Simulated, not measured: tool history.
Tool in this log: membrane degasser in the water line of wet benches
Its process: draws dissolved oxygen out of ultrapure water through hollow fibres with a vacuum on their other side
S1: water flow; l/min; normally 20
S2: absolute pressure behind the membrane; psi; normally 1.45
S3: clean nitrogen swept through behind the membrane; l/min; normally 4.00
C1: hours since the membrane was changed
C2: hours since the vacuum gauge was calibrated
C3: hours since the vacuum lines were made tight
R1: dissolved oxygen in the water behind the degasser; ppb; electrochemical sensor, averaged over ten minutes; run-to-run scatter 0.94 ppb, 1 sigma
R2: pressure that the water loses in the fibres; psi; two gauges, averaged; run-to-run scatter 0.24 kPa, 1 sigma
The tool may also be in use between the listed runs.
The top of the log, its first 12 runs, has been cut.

{"day": 42.608, "done": "vacuum gauge calibrated"}
{"run": 13, "day": 46.583, "S1": 20, "S2": 1.45, "S3": 4.97, "C1": 2178, "C2": 95, "C3": 3610, "R1": 73.4, "R2": 9.398}
{"run": 14, "day": 49.971, "S1": 20, "S2": 1.45, "S3": 4.97, "C1": 2259, "C2": 177, "C3": 3691, "R1": 73.8, "R2": 9.425}
{"run": 15, "day": 54.375, "S1": 20, "S2": 1.45, "S3": 4.97, "C1": 2365, "C2": 282, "C3": 3797, "R1": 72.9, "R2": 9.411}
{"run": 16, "day": 58.417, "S1": 20, "S2": 1.45, "S3": 4.97, "C1": 2462, "C2": 379, "C3": 3894, "R1": 73.2, "R2": 9.413}
{"run": 17, "day": 60.533, "S1": 20, "S2": 1.45, "S3": 4.72, "C1": 2513, "C2": 430, "C3": 3945, "R1": 76.4, "R2": 9.433}
{"run": 18, "day": 63.875, "S1": 13, "S2": 1.57, "S3": 4.72, "C1": 2593, "C2": 510, "C3": 4025, "R1": 51.6, "R2": 6.164}
{"run": 19, "day": 66.5, "S1": 20, "S2": 0.94, "S3": 4.0, "C1": 2656, "C2": 573, "C3": 4088, "R1": 46.9, "R2": 9.471}
{"run": 20, "day": 69.538, "S1": 20, "S2": 0.94, "S3": 4.0, "C1": 2729, "C2": 646, "C3": 4161, "R1": 47.4, "R2": 9.435}
{"run": 21, "day": 74.362, "S1": 20, "S2": 0.94, "S3": 4.0, "C1": 2845, "C2": 762, "C3": 4277, "R1": 47.9, "R2": 9.425}
{"run": 22, "day": 76.754, "S1": 20, "S2": 0.94, "S3": 4.0, "C1": 2902, "C2": 819, "C3": 4334, "R1": 47.5, "R2": 9.4}
{"run": 23, "day": 81.338, "S1": 15, "S2": 1.87, "S3": 9.44, "C1": 3012, "C2": 930, "C3": 4444, "R1": 38.5, "R2": 7.072}
{"run": 24, "day": 83.7, "S1": 15, "S2": 1.87, "S3": 9.44, "C1": 3069, "C2": 986, "C3": 4501, "R1": 38.8, "R2": 7.089}
{"run": 25, "day": 86.808, "S1": 15, "S2": 1.87, "S3": 9.44, "C1": 3143, "C2": 1061, "C3": 4576, "R1": 38.2, "R2": 7.162}
{"run": 26, "day": 91.646, "S1": 20, "S2": 1.45, "S3": 4.22, "C1": 3259, "C2": 1177, "C3": 4692, "R1": 84.5, "R2": 9.528}
{"run": 27, "day": 94.317, "S1": 19, "S2": 1.29, "S3": 4.22, "C1": 3323, "C2": 1241, "C3": 4756, "R1": 67.6, "R2": 9.001}
{"run": 28, "day": 97.588, "S1": 19, "S2": 1.29, "S3": 4.22, "C1": 3402, "C2": 1319, "C3": 4834, "R1": 67.6, "R2": 9.072}
{"run": 29, "day": 101.521, "S1": 19, "S2": 1.29, "S3": 4.22, "C1": 3496, "C2": 1414, "C3": 4929, "R1": 67.6, "R2": 9.069}
{"run": 30, "day": 104.429, "S1": 20, "S2": 2.55, "S3": 4.0, "C1": 3566, "C2": 1484, "C3": 4998, "R1": 176.5, "R2": 9.493}
{"run": 31, "day": 107.942, "S1": 20, "S2": 2.55, "S3": 4.0, "C1": 3650, "C2": 1568, "C3": 5083, "R1": 177.3, "R2": 9.484}

Alternative continuations, all from the tool just after run 31; predict every row:
{"run": "A", "day": 112.854, "S1": 24, "S2": 1.29, "S3": 4.0, "C1": 3768, "C2": 1686, "C3": 5201, "R1": "?", "R2": "?"}
{"run": "B", "day": 112.854, "S1": 12, "S2": 1.68, "S3": 4.55, "C1": 3768, "C2": 1686, "C3": 5201, "R1": "?", "R2": "?"}
{"run": "C", "day": 112.854, "S1": 14, "S2": 1.33, "S3": 1.81, "C1": 3768, "C2": 1686, "C3": 5201, "R1": "?", "R2": "?"}
{"run": "D", "day": 112.854, "S1": 14, "S2": 3.22, "S3": 3.7, "C1": 3768, "C2": 1686, "C3": 5201, "R1": "?", "R2": "?"}
{"run": "E", "day": 112.854, "S1": 12, "S2": 1.45, "S3": 4.0, "C1": 3768, "C2": 1686, "C3": 5201, "R1": "?", "R2": "?"}

run=A R1=103.7 R2=11.422
run=B R1=54.5 R2=5.709
run=C R1=109.5 R2=6.640
run=D R1=172.8 R2=6.725
run=E R1=50.8 R2=5.749
With the hidden condition removed and each run's random variation left untouched, the same runs would have given:
run=A R1=103.5 R2=11.136
run=B R1=54.5 R2=5.565
run=C R1=109.3 R2=6.473
run=D R1=172.7 R2=6.559
run=E R1=50.7 R2=5.607

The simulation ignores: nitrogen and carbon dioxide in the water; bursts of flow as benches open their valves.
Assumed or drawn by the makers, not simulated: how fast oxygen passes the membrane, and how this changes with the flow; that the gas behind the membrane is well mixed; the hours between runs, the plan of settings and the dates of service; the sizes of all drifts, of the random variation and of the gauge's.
